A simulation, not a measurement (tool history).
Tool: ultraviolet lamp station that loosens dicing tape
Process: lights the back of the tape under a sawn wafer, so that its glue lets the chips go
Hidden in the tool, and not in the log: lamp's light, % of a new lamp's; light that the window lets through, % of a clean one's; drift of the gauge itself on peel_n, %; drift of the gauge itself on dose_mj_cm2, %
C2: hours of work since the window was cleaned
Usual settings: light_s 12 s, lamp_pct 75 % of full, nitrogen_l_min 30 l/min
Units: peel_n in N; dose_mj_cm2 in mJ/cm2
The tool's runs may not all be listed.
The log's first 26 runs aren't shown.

run 27 day=54.704 | light_s=14 lamp_pct=97 nitrogen_l_min=41 | hours_of_work_of_the_lamp=1520 C2=171 | peel_n=0.138 dose_mj_cm2=542
run 28 day=55.971 | light_s=6 lamp_pct=65 nitrogen_l_min=10 | hours_of_work_of_the_lamp=1538 C2=189 | peel_n=2.769 dose_mj_cm2=154
run 29 day=57.929 | light_s=6 lamp_pct=65 nitrogen_l_min=10 | hours_of_work_of_the_lamp=1567 C2=218 | peel_n=2.689 dose_mj_cm2=154
-- day=60.779 window cleaned of glue's vapour
run 30 day=60.8 | light_s=23 lamp_pct=75 nitrogen_l_min=45 | hours_of_work_of_the_lamp=1608 C2=0 | peel_n=0.128 dose_mj_cm2=679
run 31 day=62.467 | light_s=14 lamp_pct=68 nitrogen_l_min=23 | hours_of_work_of_the_lamp=1632 C2=24 | peel_n=0.348 dose_mj_cm2=382
-- day=62.875 lamp changed
run 32 day=64.338 | light_s=14 lamp_pct=68 nitrogen_l_min=25 | hours_of_work_of_the_lamp=21 C2=51 | peel_n=0.33 dose_mj_cm2=375
run 33 day=65.717 | light_s=14 lamp_pct=68 nitrogen_l_min=25 | hours_of_work_of_the_lamp=41 C2=71 | peel_n=0.319 dose_mj_cm2=379
run 34 day=67.333 | light_s=14 lamp_pct=68 nitrogen_l_min=25 | hours_of_work_of_the_lamp=65 C2=94 | peel_n=0.323 dose_mj_cm2=373
run 35 day=68.775 | light_s=14 lamp_pct=68 nitrogen_l_min=25 | hours_of_work_of_the_lamp=86 C2=115 | peel_n=0.311 dose_mj_cm2=378
run 36 day=70.371 | light_s=14 lamp_pct=68 nitrogen_l_min=25 | hours_of_work_of_the_lamp=109 C2=138 | peel_n=0.305 dose_mj_cm2=379
run 37 day=72.238 | light_s=14 lamp_pct=68 nitrogen_l_min=25 | hours_of_work_of_the_lamp=136 C2=165 | peel_n=0.318 dose_mj_cm2=377
run 38 day=73.396 | light_s=14 lamp_pct=68 nitrogen_l_min=25 | hours_of_work_of_the_lamp=153 C2=182 | peel_n=0.309 dose_mj_cm2=374
run 39 day=74.946 | light_s=23 lamp_pct=70 nitrogen_l_min=18 | hours_of_work_of_the_lamp=175 C2=205 | peel_n=0.169 dose_mj_cm2=643

Forecast each of these 4 alternatives for the next run:
run A day=77.262 | light_s=12 lamp_pct=63 nitrogen_l_min=15 | hours_of_work_of_the_lamp=209 C2=238 | peel_n=? dose_mj_cm2=?
run B day=77.262 | light_s=22 lamp_pct=75 nitrogen_l_min=30 | hours_of_work_of_the_lamp=209 C2=238 | peel_n=? dose_mj_cm2=?
run C day=77.262 | light_s=23 lamp_pct=63 nitrogen_l_min=20 | hours_of_work_of_the_lamp=209 C2=238 | peel_n=? dose_mj_cm2=?
run D day=77.262 | light_s=16 lamp_pct=75 nitrogen_l_min=34 | hours_of_work_of_the_lamp=209 C2=238 | peel_n=? dose_mj_cm2=?

run=A peel_n=0.862 dose_mj_cm2=297
run=B peel_n=0.133 dose_mj_cm2=650
run=C peel_n=0.175 dose_mj_cm2=573
run=D peel_n=0.17 dose_mj_cm2=474
Without the tool's hidden state the same runs would have given:
run=A peel_n=0.86 dose_mj_cm2=297
run=B peel_n=0.133 dose_mj_cm2=651
run=C peel_n=0.174 dose_mj_cm2=574
run=D peel_n=0.17 dose_mj_cm2=475

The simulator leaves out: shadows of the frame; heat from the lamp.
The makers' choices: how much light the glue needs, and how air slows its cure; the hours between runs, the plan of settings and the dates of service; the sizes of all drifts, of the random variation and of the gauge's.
